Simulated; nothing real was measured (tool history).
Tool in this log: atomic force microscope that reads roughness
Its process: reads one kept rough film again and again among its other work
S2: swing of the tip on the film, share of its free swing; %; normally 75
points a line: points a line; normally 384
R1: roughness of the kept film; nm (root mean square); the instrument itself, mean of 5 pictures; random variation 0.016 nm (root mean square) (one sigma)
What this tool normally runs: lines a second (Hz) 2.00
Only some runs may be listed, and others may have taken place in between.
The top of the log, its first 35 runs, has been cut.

run 36 hour=909.2 | lines_a_second_(Hz)=1.42 S2=60 points_a_line=514 | R1=4.006
run 37 hour=936.5 | lines_a_second_(Hz)=0.69 S2=89 points_a_line=761 | R1=3.857
run 38 hour=955.0 | lines_a_second_(Hz)=0.69 S2=89 points_a_line=761 | R1=3.797
run 39 hour=974.8 | lines_a_second_(Hz)=0.90 S2=60 points_a_line=466 | R1=3.829
-- hour=1000.3 new tip fitted
run 40 hour=1004.8 | lines_a_second_(Hz)=0.90 S2=60 points_a_line=466 | R1=4.101
run 41 hour=1036.0 | lines_a_second_(Hz)=0.90 S2=60 points_a_line=466 | R1=3.996
run 42 hour=1060.2 | lines_a_second_(Hz)=0.82 S2=63 points_a_line=277 | R1=3.872
run 43 hour=1082.7 | lines_a_second_(Hz)=0.82 S2=90 points_a_line=461 | R1=3.728
run 44 hour=1113.0 | lines_a_second_(Hz)=2.00 S2=63 points_a_line=384 | R1=3.678

What if the next run were any one of these 4? Each begins from the tool's condition after run 44:
-- hour=1118.2 new tip fitted
run A hour=1148.8 | lines_a_second_(Hz)=2.00 S2=63 points_a_line=510 | R1=?
-- hour=1118.2 new tip fitted
run B hour=1148.8 | lines_a_second_(Hz)=3.01 S2=78 points_a_line=749 | R1=?
-- hour=1118.2 new tip fitted
run C hour=1148.8 | lines_a_second_(Hz)=1.84 S2=64 points_a_line=473 | R1=?
-- hour=1118.2 new tip fitted
run D hour=1148.8 | lines_a_second_(Hz)=2.00 S2=75 points_a_line=266 | R1=?

run=A R1=3.942
run=B R1=3.761
run=C R1=3.945
run=D R1=3.835
Had the tool no hidden state, the same runs would have come out as:
run=A R1=4.061
run=B R1=3.875
run=C R1=4.064
run=D R1=3.950

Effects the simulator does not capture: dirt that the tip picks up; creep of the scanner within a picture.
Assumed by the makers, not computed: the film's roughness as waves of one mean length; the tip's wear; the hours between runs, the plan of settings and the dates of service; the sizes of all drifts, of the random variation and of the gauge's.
